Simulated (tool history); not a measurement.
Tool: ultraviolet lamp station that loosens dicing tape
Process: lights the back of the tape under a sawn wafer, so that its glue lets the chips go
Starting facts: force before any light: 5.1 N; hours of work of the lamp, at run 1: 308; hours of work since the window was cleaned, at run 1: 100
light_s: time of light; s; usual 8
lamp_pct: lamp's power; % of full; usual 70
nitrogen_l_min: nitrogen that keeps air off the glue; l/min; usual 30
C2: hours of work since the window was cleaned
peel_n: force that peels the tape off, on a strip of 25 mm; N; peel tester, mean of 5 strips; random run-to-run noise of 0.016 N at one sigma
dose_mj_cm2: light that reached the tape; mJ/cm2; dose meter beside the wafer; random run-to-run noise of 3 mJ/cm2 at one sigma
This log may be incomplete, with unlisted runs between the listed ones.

{"run": 1, "hour": 0.0, "light_s": 8, "lamp_pct": 70, "nitrogen_l_min": 30, "hours of work of the lamp": 308, "C2": 100, "peel_n": 0.93, "dose_mj_cm2": 402}
{"run": 2, "hour": 6.7, "light_s": 12, "lamp_pct": 70, "nitrogen_l_min": 30, "hours of work of the lamp": 313, "C2": 105, "peel_n": 0.423, "dose_mj_cm2": 604}
{"run": 3, "hour": 12.8, "light_s": 8, "lamp_pct": 70, "nitrogen_l_min": 44, "hours of work of the lamp": 317, "C2": 110, "peel_n": 0.819, "dose_mj_cm2": 407}
{"run": 4, "hour": 22.9, "light_s": 8, "lamp_pct": 70, "nitrogen_l_min": 44, "hours of work of the lamp": 325, "C2": 118, "peel_n": 0.84, "dose_mj_cm2": 400}
{"run": 5, "hour": 32.6, "light_s": 7, "lamp_pct": 70, "nitrogen_l_min": 30, "hours of work of the lamp": 332, "C2": 125, "peel_n": 1.172, "dose_mj_cm2": 352}
{"run": 6, "hour": 41.1, "light_s": 7, "lamp_pct": 70, "nitrogen_l_min": 30, "hours of work of the lamp": 339, "C2": 131, "peel_n": 1.191, "dose_mj_cm2": 348}
{"run": 7, "hour": 51.4, "light_s": 8, "lamp_pct": 70, "nitrogen_l_min": 30, "hours of work of the lamp": 347, "C2": 139, "peel_n": 0.945, "dose_mj_cm2": 394}
{"run": 8, "hour": 61.7, "light_s": 8, "lamp_pct": 70, "nitrogen_l_min": 30, "hours of work of the lamp": 355, "C2": 147, "peel_n": 1.009, "dose_mj_cm2": 396}
{"run": 9, "hour": 67.5, "light_s": 8, "lamp_pct": 70, "nitrogen_l_min": 30, "hours of work of the lamp": 359, "C2": 151, "peel_n": 0.986, "dose_mj_cm2": 395}
{"run": 10, "hour": 74.3, "light_s": 5, "lamp_pct": 70, "nitrogen_l_min": 30, "hours of work of the lamp": 364, "C2": 157, "peel_n": 1.841, "dose_mj_cm2": 243}
{"run": 11, "hour": 82.3, "light_s": 8, "lamp_pct": 70, "nitrogen_l_min": 30, "hours of work of the lamp": 370, "C2": 163, "peel_n": 0.982, "dose_mj_cm2": 386}
{"run": 12, "hour": 91.1, "light_s": 8, "lamp_pct": 70, "nitrogen_l_min": 45, "hours of work of the lamp": 377, "C2": 169, "peel_n": 0.913, "dose_mj_cm2": 391}
{"run": 13, "hour": 96.3, "light_s": 12, "lamp_pct": 70, "nitrogen_l_min": 30, "hours of work of the lamp": 381, "C2": 173, "peel_n": 0.484, "dose_mj_cm2": 581}
{"run": 14, "hour": 101.1, "light_s": 7, "lamp_pct": 70, "nitrogen_l_min": 30, "hours of work of the lamp": 384, "C2": 177, "peel_n": 1.169, "dose_mj_cm2": 333}
{"run": 15, "hour": 105.3, "light_s": 4, "lamp_pct": 70, "nitrogen_l_min": 30, "hours of work of the lamp": 388, "C2": 180, "peel_n": 2.232, "dose_mj_cm2": 192}
{"run": 16, "hour": 113.1, "light_s": 8, "lamp_pct": 70, "nitrogen_l_min": 30, "hours of work of the lamp": 393, "C2": 186, "peel_n": 1.024, "dose_mj_cm2": 379}
{"hour": 114.0, "done": "window cleaned of glue's vapour"}
{"run": 17, "hour": 123.1, "light_s": 8, "lamp_pct": 70, "nitrogen_l_min": 30, "hours of work of the lamp": 401, "C2": 7, "peel_n": 1.118, "dose_mj_cm2": 364}
{"run": 18, "hour": 132.9, "light_s": 8, "lamp_pct": 70, "nitrogen_l_min": 17, "hours of work of the lamp": 408, "C2": 14, "peel_n": 1.303, "dose_mj_cm2": 370}
{"hour": 135.2, "done": "window cleaned of glue's vapour, once more"}
{"run": 19, "hour": 143.5, "light_s": 8, "lamp_pct": 70, "nitrogen_l_min": 17, "hours of work of the lamp": 416, "C2": 6, "peel_n": 1.066, "dose_mj_cm2": 412}
{"run": 20, "hour": 148.1, "light_s": 8, "lamp_pct": 92, "nitrogen_l_min": 30, "hours of work of the lamp": 419, "C2": 10, "peel_n": 0.546, "dose_mj_cm2": 543}
{"run": 21, "hour": 152.8, "light_s": 7, "lamp_pct": 74, "nitrogen_l_min": 57, "hours of work of the lamp": 423, "C2": 13, "peel_n": 0.912, "dose_mj_cm2": 379}
{"run": 22, "hour": 158.4, "light_s": 7, "lamp_pct": 74, "nitrogen_l_min": 57, "hours of work of the lamp": 427, "C2": 18, "peel_n": 0.861, "dose_mj_cm2": 381}
{"run": 23, "hour": 166.6, "light_s": 7, "lamp_pct": 74, "nitrogen_l_min": 57, "hours of work of the lamp": 433, "C2": 24, "peel_n": 0.908, "dose_mj_cm2": 369}
{"run": 24, "hour": 172.5, "light_s": 7, "lamp_pct": 78, "nitrogen_l_min": 18, "hours of work of the lamp": 438, "C2": 28, "peel_n": 1.188, "dose_mj_cm2": 395}
{"run": 25, "hour": 181.1, "light_s": 5, "lamp_pct": 91, "nitrogen_l_min": 54, "hours of work of the lamp": 444, "C2": 35, "peel_n": 1.182, "dose_mj_cm2": 328}
{"run": 26, "hour": 188.4, "light_s": 16, "lamp_pct": 70, "nitrogen_l_min": 30, "hours of work of the lamp": 450, "C2": 40, "peel_n": 0.225, "dose_mj_cm2": 801}
{"run": 27, "hour": 192.9, "light_s": 8, "lamp_pct": 95, "nitrogen_l_min": 30, "hours of work of the lamp": 453, "C2": 44, "peel_n": 0.544, "dose_mj_cm2": 546}
{"run": 28, "hour": 201.5, "light_s": 8, "lamp_pct": 95, "nitrogen_l_min": 30, "hours of work of the lamp": 460, "C2": 50, "peel_n": 0.542, "dose_mj_cm2": 545}
{"run": 29, "hour": 211.2, "light_s": 5, "lamp_pct": 70, "nitrogen_l_min": 57, "hours of work of the lamp": 467, "C2": 58, "peel_n": 1.56, "dose_mj_cm2": 250}
{"run": 30, "hour": 221.2, "light_s": 5, "lamp_pct": 70, "nitrogen_l_min": 57, "hours of work of the lamp": 475, "C2": 65, "peel_n": 1.614, "dose_mj_cm2": 249}
{"run": 31, "hour": 228.3, "light_s": 8, "lamp_pct": 80, "nitrogen_l_min": 47, "hours of work of the lamp": 480, "C2": 71, "peel_n": 0.683, "dose_mj_cm2": 450}
{"run": 32, "hour": 238.0, "light_s": 8, "lamp_pct": 66, "nitrogen_l_min": 15, "hours of work of the lamp": 487, "C2": 78, "peel_n": 1.313, "dose_mj_cm2": 371}
{"run": 33, "hour": 242.7, "light_s": 8, "lamp_pct": 74, "nitrogen_l_min": 15, "hours of work of the lamp": 491, "C2": 81, "peel_n": 1.145, "dose_mj_cm2": 409}
{"run": 34, "hour": 251.0, "light_s": 9, "lamp_pct": 70, "nitrogen_l_min": 15, "hours of work of the lamp": 497, "C2": 88, "peel_n": 1.026, "dose_mj_cm2": 441}
{"run": 35, "hour": 259.3, "light_s": 13, "lamp_pct": 81, "nitrogen_l_min": 41, "hours of work of the lamp": 503, "C2": 94, "peel_n": 0.253, "dose_mj_cm2": 732}
{"run": 36, "hour": 267.9, "light_s": 13, "lamp_pct": 81, "nitrogen_l_min": 19, "hours of work of the lamp": 510, "C2": 101, "peel_n": 0.354, "dose_mj_cm2": 727}
{"run": 37, "hour": 274.6, "light_s": 5, "lamp_pct": 65, "nitrogen_l_min": 46, "hours of work of the lamp": 515, "C2": 106, "peel_n": 1.896, "dose_mj_cm2": 226}

5 options for the next run, each taken on its own from the tool as it stands now. Forecast them:
{"run": "A", "hour": 281.9, "light_s": 8, "lamp_pct": 94, "nitrogen_l_min": 13, "hours of work of the lamp": 521, "C2": 111, "peel_n": "?", "dose_mj_cm2": "?"}
{"run": "B", "hour": 281.9, "light_s": 5, "lamp_pct": 93, "nitrogen_l_min": 29, "hours of work of the lamp": 521, "C2": 111, "peel_n": "?", "dose_mj_cm2": "?"}
{"run": "C", "hour": 281.9, "light_s": 4, "lamp_pct": 73, "nitrogen_l_min": 30, "hours of work of the lamp": 521, "C2": 111, "peel_n": "?", "dose_mj_cm2": "?"}
{"run": "D", "hour": 281.9, "light_s": 9, "lamp_pct": 65, "nitrogen_l_min": 12, "hours of work of the lamp": 521, "C2": 111, "peel_n": "?", "dose_mj_cm2": "?"}
{"run": "E", "hour": 281.9, "light_s": 5, "lamp_pct": 60, "nitrogen_l_min": 13, "hours of work of the lamp": 521, "C2": 111, "peel_n": "?", "dose_mj_cm2": "?"}

run=A peel_n=0.86 dose_mj_cm2=517
run=B peel_n=1.372 dose_mj_cm2=319
run=C peel_n=2.19 dose_mj_cm2=202
run=D peel_n=1.255 dose_mj_cm2=401
run=E peel_n=2.458 dose_mj_cm2=205
With no hidden state in the tool, these same runs would have given:
run=A peel_n=0.614 dose_mj_cm2=619
run=B peel_n=1.063 dose_mj_cm2=382
run=C peel_n=1.859 dose_mj_cm2=242
run=D peel_n=0.962 dose_mj_cm2=481
run=E peel_n=2.132 dose_mj_cm2=246
